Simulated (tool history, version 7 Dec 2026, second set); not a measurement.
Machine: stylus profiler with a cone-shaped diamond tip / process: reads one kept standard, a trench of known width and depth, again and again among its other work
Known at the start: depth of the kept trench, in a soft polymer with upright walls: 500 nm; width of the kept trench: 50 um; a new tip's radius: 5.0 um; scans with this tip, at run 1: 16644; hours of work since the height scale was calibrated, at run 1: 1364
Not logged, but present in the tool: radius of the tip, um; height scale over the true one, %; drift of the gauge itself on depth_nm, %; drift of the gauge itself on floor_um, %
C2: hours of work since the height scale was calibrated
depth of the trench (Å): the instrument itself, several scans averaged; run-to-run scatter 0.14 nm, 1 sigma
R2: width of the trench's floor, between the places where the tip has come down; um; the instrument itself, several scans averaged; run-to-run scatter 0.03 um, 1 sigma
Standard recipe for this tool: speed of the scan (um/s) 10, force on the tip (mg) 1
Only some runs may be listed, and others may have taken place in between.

run 1 hour=0 | speed_of_the_scan_(um/s)=10 force_on_the_tip_(mg)=1 | scans_with_this_tip=16644 C2=1364 | depth_of_the_trench_(Å)=5025.8 R2=42.84
run 2 hour=29 | speed_of_the_scan_(um/s)=10 force_on_the_tip_(mg)=2.59 | scans_with_this_tip=16875 C2=1383 | depth_of_the_trench_(Å)=5063.2 R2=42.86
run 3 hour=60.2 | speed_of_the_scan_(um/s)=10 force_on_the_tip_(mg)=2.59 | scans_with_this_tip=17123 C2=1403 | depth_of_the_trench_(Å)=5059.4 R2=42.87
run 4 hour=92.8 | speed_of_the_scan_(um/s)=39 force_on_the_tip_(mg)=2.59 | scans_with_this_tip=17382 C2=1424 | depth_of_the_trench_(Å)=5060.7 R2=42.74
run 5 hour=124.9 | speed_of_the_scan_(um/s)=39 force_on_the_tip_(mg)=2.59 | scans_with_this_tip=17637 C2=1445 | depth_of_the_trench_(Å)=5062 R2=42.65
run 6 hour=161 | speed_of_the_scan_(um/s)=10 force_on_the_tip_(mg)=1 | scans_with_this_tip=17924 C2=1469 | depth_of_the_trench_(Å)=5025.7 R2=42.75
run 7 hour=178.8 | speed_of_the_scan_(um/s)=9 force_on_the_tip_(mg)=1 | scans_with_this_tip=18065 C2=1480 | depth_of_the_trench_(Å)=5021.6 R2=42.73
run 8 hour=198.3 | speed_of_the_scan_(um/s)=9 force_on_the_tip_(mg)=1 | scans_with_this_tip=18220 C2=1493 | depth_of_the_trench_(Å)=5023 R2=42.7
run 9 hour=234.6 | speed_of_the_scan_(um/s)=9 force_on_the_tip_(mg)=1 | scans_with_this_tip=18509 C2=1517 | depth_of_the_trench_(Å)=5023.8 R2=42.61
run 10 hour=271.7 | speed_of_the_scan_(um/s)=9 force_on_the_tip_(mg)=1.29 | scans_with_this_tip=18804 C2=1541 | depth_of_the_trench_(Å)=5027.4 R2=42.63
run 11 hour=295.8 | speed_of_the_scan_(um/s)=10 force_on_the_tip_(mg)=0.6 | scans_with_this_tip=18995 C2=1557 | depth_of_the_trench_(Å)=5010.9 R2=42.56
run 12 hour=329.4 | speed_of_the_scan_(um/s)=10 force_on_the_tip_(mg)=0.6 | scans_with_this_tip=19262 C2=1579 | depth_of_the_trench_(Å)=5009 R2=42.51
run 13 hour=364.3 | speed_of_the_scan_(um/s)=2 force_on_the_tip_(mg)=0.6 | scans_with_this_tip=19540 C2=1601 | depth_of_the_trench_(Å)=5013.1 R2=42.51
run 14 hour=382.3 | speed_of_the_scan_(um/s)=2 force_on_the_tip_(mg)=0.6 | scans_with_this_tip=19683 C2=1613 | depth_of_the_trench_(Å)=5011.7 R2=42.5
run 15 hour=402.1 | speed_of_the_scan_(um/s)=3 force_on_the_tip_(mg)=1 | scans_with_this_tip=19841 C2=1626 | depth_of_the_trench_(Å)=5019.5 R2=42.54
run 16 hour=439.2 | speed_of_the_scan_(um/s)=10 force_on_the_tip_(mg)=1.51 | scans_with_this_tip=20136 C2=1650 | depth_of_the_trench_(Å)=5036.9 R2=42.42
run 17 hour=474.1 | speed_of_the_scan_(um/s)=10 force_on_the_tip_(mg)=0.51 | scans_with_this_tip=20413 C2=1673 | depth_of_the_trench_(Å)=5007 R2=42.38
run 18 hour=505.3 | speed_of_the_scan_(um/s)=10 force_on_the_tip_(mg)=0.51 | scans_with_this_tip=20662 C2=1693 | depth_of_the_trench_(Å)=5002.7 R2=42.3
run 19 hour=545.8 | speed_of_the_scan_(um/s)=10 force_on_the_tip_(mg)=0.38 | scans_with_this_tip=20983 C2=1720 | depth_of_the_trench_(Å)=5000.2 R2=42.33
run 20 hour=575.9 | speed_of_the_scan_(um/s)=10 force_on_the_tip_(mg)=0.38 | scans_with_this_tip=21222 C2=1739 | depth_of_the_trench_(Å)=4997.7 R2=42.24
run 21 hour=595.2 | speed_of_the_scan_(um/s)=14 force_on_the_tip_(mg)=1.7 | scans_with_this_tip=21376 C2=1752 | depth_of_the_trench_(Å)=5037.6 R2=42.31
run 22 hour=632.2 | speed_of_the_scan_(um/s)=2 force_on_the_tip_(mg)=0.38 | scans_with_this_tip=21670 C2=1776 | depth_of_the_trench_(Å)=5000.1 R2=42.23
run 23 hour=666.2 | speed_of_the_scan_(um/s)=19 force_on_the_tip_(mg)=1.15 | scans_with_this_tip=21940 C2=1798 | depth_of_the_trench_(Å)=5023.1 R2=42.13
-- hour=668.4 height scale calibrated on a step standard
run 24 hour=683.8 | speed_of_the_scan_(um/s)=33 force_on_the_tip_(mg)=1 | scans_with_this_tip=22076 C2=10 | depth_of_the_trench_(Å)=5016.5 R2=42.06
run 25 hour=722 | speed_of_the_scan_(um/s)=33 force_on_the_tip_(mg)=1 | scans_with_this_tip=22380 C2=35 | depth_of_the_trench_(Å)=5015.8 R2=42.03
run 26 hour=762.3 | speed_of_the_scan_(um/s)=3 force_on_the_tip_(mg)=0.79 | scans_with_this_tip=22700 C2=61 | depth_of_the_trench_(Å)=5011.5 R2=42.09
run 27 hour=799.9 | speed_of_the_scan_(um/s)=3 force_on_the_tip_(mg)=1.08 | scans_with_this_tip=22999 C2=86 | depth_of_the_trench_(Å)=5015.3 R2=42.13
run 28 hour=826.6 | speed_of_the_scan_(um/s)=8 force_on_the_tip_(mg)=0.6 | scans_with_this_tip=23212 C2=103 | depth_of_the_trench_(Å)=5004.6 R2=42.04
run 29 hour=844 | speed_of_the_scan_(um/s)=16 force_on_the_tip_(mg)=0.6 | scans_with_this_tip=23350 C2=114 | depth_of_the_trench_(Å)=5006.4 R2=41.93
-- hour=850.9 height scale calibrated on a step standard, once more
run 30 hour=869.4 | speed_of_the_scan_(um/s)=16 force_on_the_tip_(mg)=0.6 | scans_with_this_tip=23548 C2=12 | depth_of_the_trench_(Å)=5030.3 R2=41.98
run 31 hour=896.3 | speed_of_the_scan_(um/s)=34 force_on_the_tip_(mg)=0.38 | scans_with_this_tip=23762 C2=30 | depth_of_the_trench_(Å)=5022.1 R2=41.79
-- hour=928.2 new tip fitted, height scale calibrated
run 32 hour=934 | speed_of_the_scan_(um/s)=12 force_on_the_tip_(mg)=1.26 | scans_with_this_tip=46 C2=4 | depth_of_the_trench_(Å)=5046.5 R2=45.58
run 33 hour=963.1 | speed_of_the_scan_(um/s)=12 force_on_the_tip_(mg)=1.26 | scans_with_this_tip=277 C2=23 | depth_of_the_trench_(Å)=5046.2 R2=45.53
run 34 hour=1001.1 | speed_of_the_scan_(um/s)=8 force_on_the_tip_(mg)=0.7 | scans_with_this_tip=580 C2=48 | depth_of_the_trench_(Å)=5030.5 R2=45.5
run 35 hour=1031.6 | speed_of_the_scan_(um/s)=5 force_on_the_tip_(mg)=0.37 | scans_with_this_tip=821 C2=67 | depth_of_the_trench_(Å)=5019.2 R2=45.39
run 36 hour=1056.8 | speed_of_the_scan_(um/s)=5 force_on_the_tip_(mg)=0.37 | scans_with_this_tip=1022 C2=84 | depth_of_the_trench_(Å)=5018.1 R2=45.41
run 37 hour=1096.6 | speed_of_the_scan_(um/s)=21 force_on_the_tip_(mg)=1.57 | scans_with_this_tip=1338 C2=110 | depth_of_the_trench_(Å)=5049.1 R2=45.25

What if the next run were any one of these 3? Each begins from the tool's condition after run 37:
run A hour=1113.7 | speed_of_the_scan_(um/s)=3 force_on_the_tip_(mg)=1.1 | scans_with_this_tip=1474 C2=121 | depth_of_the_trench_(Å)=? R2=?
run B hour=1113.7 | speed_of_the_scan_(um/s)=5 force_on_the_tip_(mg)=1.11 | scans_with_this_tip=1474 C2=121 | depth_of_the_trench_(Å)=? R2=?
run C hour=1113.7 | speed_of_the_scan_(um/s)=7 force_on_the_tip_(mg)=1.57 | scans_with_this_tip=1474 C2=121 | depth_of_the_trench_(Å)=? R2=?

run=A depth_of_the_trench_(Å)=5042.4 R2=45.3
run=B depth_of_the_trench_(Å)=5040.9 R2=45.28
run=C depth_of_the_trench_(Å)=5050 R2=45.29
Without the tool's hidden state the same runs would have given:
run=A depth_of_the_trench_(Å)=5045.3 R2=45.6
run=B depth_of_the_trench_(Å)=5043.8 R2=45.58
run=C depth_of_the_trench_(Å)=5052.9 R2=45.6
